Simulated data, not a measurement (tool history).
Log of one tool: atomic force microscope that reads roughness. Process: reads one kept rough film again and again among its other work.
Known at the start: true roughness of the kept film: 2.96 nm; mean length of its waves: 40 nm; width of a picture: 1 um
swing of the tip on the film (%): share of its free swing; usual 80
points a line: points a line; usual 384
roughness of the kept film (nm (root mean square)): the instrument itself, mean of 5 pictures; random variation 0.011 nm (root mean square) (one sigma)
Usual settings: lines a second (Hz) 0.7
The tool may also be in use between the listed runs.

run,hour,lines a second (Hz),swing of the tip on the film (%),points a line,roughness of the kept film (nm (root mean square))
1,0,0.7,80,384,2.648
2,8.7,0.7,80,384,2.634
3,18.5,0.7,80,384,2.643
4,24.8,0.7,61,384,2.709
5,37.3,0.7,80,384,2.623
6,43.6,0.7,61,384,2.699
7,55.1,0.7,80,325,2.624
8,67.2,0.7,80,384,2.64
9,74.8,0.7,80,384,2.631
10,83.9,0.7,80,269,2.61
11,96.5,0.7,80,269,2.618
# hour 103.8: new tip fitted
12,109.6,0.7,80,384,2.624
13,119.6,0.7,80,384,2.617
14,126.7,1.867,80,385,2.439
15,135.6,0.537,55,456,2.733
16,141.7,0.537,55,309,2.697
17,152.4,0.7,80,313,2.619
18,165.6,3.69,78,313,2.268
19,173,3.407,89,553,2.067
20,182.9,1.505,80,330,2.495
21,190.3,0.7,82,384,2.628
22,203.1,0.854,59,448,2.712
23,209.2,1.181,59,603,2.701
24,217.4,0.755,67,626,2.68
25,223.8,0.755,67,626,2.683

5 ways to go on from here, each from the tool as it stands after run 25. What would each give?
# hour 233.4: new tip fitted
A,235.3,0.7,80,640,?
# hour 233.4: new tip fitted
B,235.3,1.3,80,384,?
# hour 233.4: new tip fitted
C,235.3,0.867,61,442,?
# hour 233.4: new tip fitted
D,235.3,2.058,83,829,?
# hour 233.4: new tip fitted
E,235.3,1.673,67,429,?

run,roughness of the kept film (nm (root mean square))
A,2.644
B,2.537
C,2.711
D,2.421
E,2.613
Without the tool's hidden state the same runs would have given:
run,roughness of the kept film (nm (root mean square))
A,2.644
B,2.538
C,2.711
D,2.422
E,2.613
